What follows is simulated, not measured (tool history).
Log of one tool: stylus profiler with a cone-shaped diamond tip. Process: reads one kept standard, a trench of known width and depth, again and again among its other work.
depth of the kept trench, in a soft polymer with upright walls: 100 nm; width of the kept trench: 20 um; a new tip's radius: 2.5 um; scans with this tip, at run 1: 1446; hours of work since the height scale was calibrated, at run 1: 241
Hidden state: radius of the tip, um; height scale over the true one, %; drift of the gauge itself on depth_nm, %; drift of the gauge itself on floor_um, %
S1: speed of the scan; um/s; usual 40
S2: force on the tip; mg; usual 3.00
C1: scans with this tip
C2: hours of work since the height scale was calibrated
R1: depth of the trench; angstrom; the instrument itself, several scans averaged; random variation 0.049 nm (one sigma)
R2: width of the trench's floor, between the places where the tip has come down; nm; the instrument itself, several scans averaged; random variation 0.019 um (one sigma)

| run | hour | S1 | S2 | C1 | C2 | R1 | R2 |
|---|---|---|---|---|---|---|---|
| 1 | 0.0 | 40 | 3.00 | 1446 | 241 | 1011.7 | 18370 |
| 2 | 58.5 | 40 | 3.00 | 1662 | 277 | 1011.6 | 18410 |
| 3 | 87.8 | 40 | 3.00 | 1769 | 295 | 1012.5 | 18390 |
| 4 | 136.7 | 50 | 3.00 | 1949 | 325 | 1011.3 | 18370 |
| 5 | 195.7 | 50 | 3.00 | 2166 | 362 | 1012.1 | 18360 |
| 6 | 253.4 | 111 | 3.00 | 2378 | 397 | 1013.3 | 18040 |
| 7 | 318.5 | 111 | 4.61 | 2618 | 437 | 1016.6 | 18170 |
| 8 | 357.1 | 13 | 3.00 | 2760 | 461 | 1013.4 | 18520 |
| 9 | 404.0 | 13 | 3.00 | 2932 | 490 | 1013.9 | 18510 |
| 10 | 445.7 | 13 | 3.00 | 3086 | 515 | 1013.6 | 18550 |
| 11 | 491.4 | 13 | 3.00 | 3254 | 543 | 1013.5 | 18510 |
| 12 | 552.2 | 13 | 3.00 | 3477 | 581 | 1014.0 | 18520 |
| 13 | 608.0 | 13 | 8.22 | 3683 | 615 | 1024.0 | 18530 |
| 14 | 658.4 | 13 | 8.22 | 3868 | 646 | 1024.2 | 18520 |
| 15 | 713.2 | 13 | 8.22 | 4070 | 679 | 1025.3 | 18510 |
| 16 | 778.3 | 13 | 8.22 | 4309 | 719 | 1024.5 | 18490 |
| 17 | 825.5 | 13 | 8.22 | 4483 | 748 | 1024.6 | 18530 |
| 18 | 877.5 | 40 | 3.00 | 4674 | 780 | 1013.9 | 18370 |
| 19 | 912.1 | 40 | 3.00 | 4801 | 802 | 1014.7 | 18350 |
| 20 | 945.6 | 40 | 3.00 | 4925 | 822 | 1015.0 | 18360 |
| 21 | 993.4 | 40 | 3.00 | 5101 | 851 | 1015.7 | 18370 |
| 22 | 1040.8 | 40 | 3.00 | 5275 | 881 | 1015.4 | 18340 |
| 23 | 1085.6 | 40 | 3.00 | 5440 | 908 | 1014.4 | 18330 |
| 24 | 1145.7 | 36 | 7.59 | 5661 | 945 | 1024.8 | 18450 |
| 25 | 1190.5 | 36 | 7.59 | 5826 | 972 | 1024.7 | 18390 |
| 26 | 1240.4 | 16 | 3.79 | 6009 | 1003 | 1017.7 | 18430 |
| 27 | 1276.1 | 16 | 3.79 | 6140 | 1025 | 1018.2 | 18440 |
| 28 | 1317.3 | 33 | 3.06 | 6292 | 1050 | 1016.4 | 18350 |
| 29 | 1386.5 | 33 | 3.06 | 6547 | 1093 | 1015.4 | 18370 |
| 30 | 1452.3 | 40 | 5.13 | 6788 | 1133 | 1021.4 | 18380 |

Run 31 comes next. What will it give?
| 31 | 1491.6 | 21 | 6.59 | 6933 | 1157 | ? | ? |

{"run 31": {"R1": 1023.9, "R2": 18420}}
Without the tool's hidden state the same run would have given R1 1018.0 angstrom, R2 18510 nm.

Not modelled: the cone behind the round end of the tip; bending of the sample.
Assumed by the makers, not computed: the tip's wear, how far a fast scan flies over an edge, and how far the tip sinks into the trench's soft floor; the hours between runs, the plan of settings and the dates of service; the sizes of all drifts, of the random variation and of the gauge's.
